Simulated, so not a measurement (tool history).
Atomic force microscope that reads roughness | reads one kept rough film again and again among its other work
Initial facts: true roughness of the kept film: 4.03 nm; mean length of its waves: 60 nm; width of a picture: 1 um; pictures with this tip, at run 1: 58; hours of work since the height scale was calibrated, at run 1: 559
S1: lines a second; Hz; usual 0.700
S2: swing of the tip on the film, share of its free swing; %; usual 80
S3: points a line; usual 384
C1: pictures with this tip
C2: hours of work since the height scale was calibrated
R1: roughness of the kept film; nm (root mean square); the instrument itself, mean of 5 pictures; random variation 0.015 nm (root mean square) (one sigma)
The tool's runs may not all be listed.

{"run": 1, "hour": 0.0, "S1": 0.7, "S2": 80, "S3": 384, "C1": 58, "C2": 559, "R1": 3.619}
{"run": 2, "hour": 24.9, "S1": 3.494, "S2": 80, "S3": 384, "C1": 82, "C2": 570, "R1": 3.145}
{"hour": 36.0, "done": "new tip fitted"}
{"run": 3, "hour": 64.5, "S1": 3.973, "S2": 80, "S3": 384, "C1": 27, "C2": 586, "R1": 3.206}
{"run": 4, "hour": 103.3, "S1": 0.7, "S2": 80, "S3": 384, "C1": 65, "C2": 603, "R1": 3.635}
{"hour": 130.1, "done": "new tip fitted"}
{"run": 5, "hour": 136.3, "S1": 0.7, "S2": 80, "S3": 384, "C1": 6, "C2": 617, "R1": 3.755}
{"run": 6, "hour": 165.0, "S1": 0.7, "S2": 80, "S3": 384, "C1": 33, "C2": 629, "R1": 3.706}
{"run": 7, "hour": 205.3, "S1": 0.7, "S2": 77, "S3": 384, "C1": 72, "C2": 646, "R1": 3.635}
{"hour": 225.0, "done": "new tip fitted"}
{"run": 8, "hour": 245.1, "S1": 0.7, "S2": 80, "S3": 384, "C1": 20, "C2": 663, "R1": 3.742}
{"run": 9, "hour": 278.3, "S1": 0.7, "S2": 80, "S3": 384, "C1": 51, "C2": 677, "R1": 3.641}
{"run": 10, "hour": 304.6, "S1": 0.7, "S2": 80, "S3": 384, "C1": 77, "C2": 688, "R1": 3.591}
{"hour": 321.2, "done": "new tip fitted"}
{"run": 11, "hour": 338.1, "S1": 1.048, "S2": 80, "S3": 384, "C1": 16, "C2": 702, "R1": 3.71}
{"run": 12, "hour": 363.6, "S1": 1.048, "S2": 80, "S3": 461, "C1": 41, "C2": 713, "R1": 3.622}
{"hour": 367.4, "done": "height scale calibrated on a step standard"}
{"run": 13, "hour": 409.0, "S1": 1.048, "S2": 80, "S3": 461, "C1": 83, "C2": 18, "R1": 3.529}
{"hour": 416.8, "done": "new tip fitted"}
{"run": 14, "hour": 452.3, "S1": 1.965, "S2": 59, "S3": 293, "C1": 34, "C2": 36, "R1": 3.749}
{"hour": 481.9, "done": "height scale calibrated on a step standard, once more"}
{"run": 15, "hour": 488.2, "S1": 1.965, "S2": 59, "S3": 970, "C1": 68, "C2": 3, "R1": 3.612}
{"hour": 512.9, "done": "new tip fitted"}
{"run": 16, "hour": 517.3, "S1": 1.965, "S2": 59, "S3": 970, "C1": 4, "C2": 15, "R1": 3.798}
{"run": 17, "hour": 567.9, "S1": 2.999, "S2": 56, "S3": 301, "C1": 53, "C2": 36, "R1": 3.63}
{"hour": 608.8, "done": "new tip fitted"}
{"run": 18, "hour": 614.3, "S1": 0.63, "S2": 75, "S3": 384, "C1": 6, "C2": 56, "R1": 3.778}
{"run": 19, "hour": 652.5, "S1": 0.63, "S2": 75, "S3": 384, "C1": 42, "C2": 72, "R1": 3.688}

Estimate the outcome of run 20 from the log above:
{"hour": 703.5, "done": "new tip fitted"}
{"run": 20, "hour": 703.5, "S1": 3.513, "S2": 74, "S3": 709, "C1": 0, "C2": 93, "R1": "?"}

R1: 3.447 nm (root mean square)
With no hidden state in the tool, this same run would have given R1 3.450 nm (root mean square).
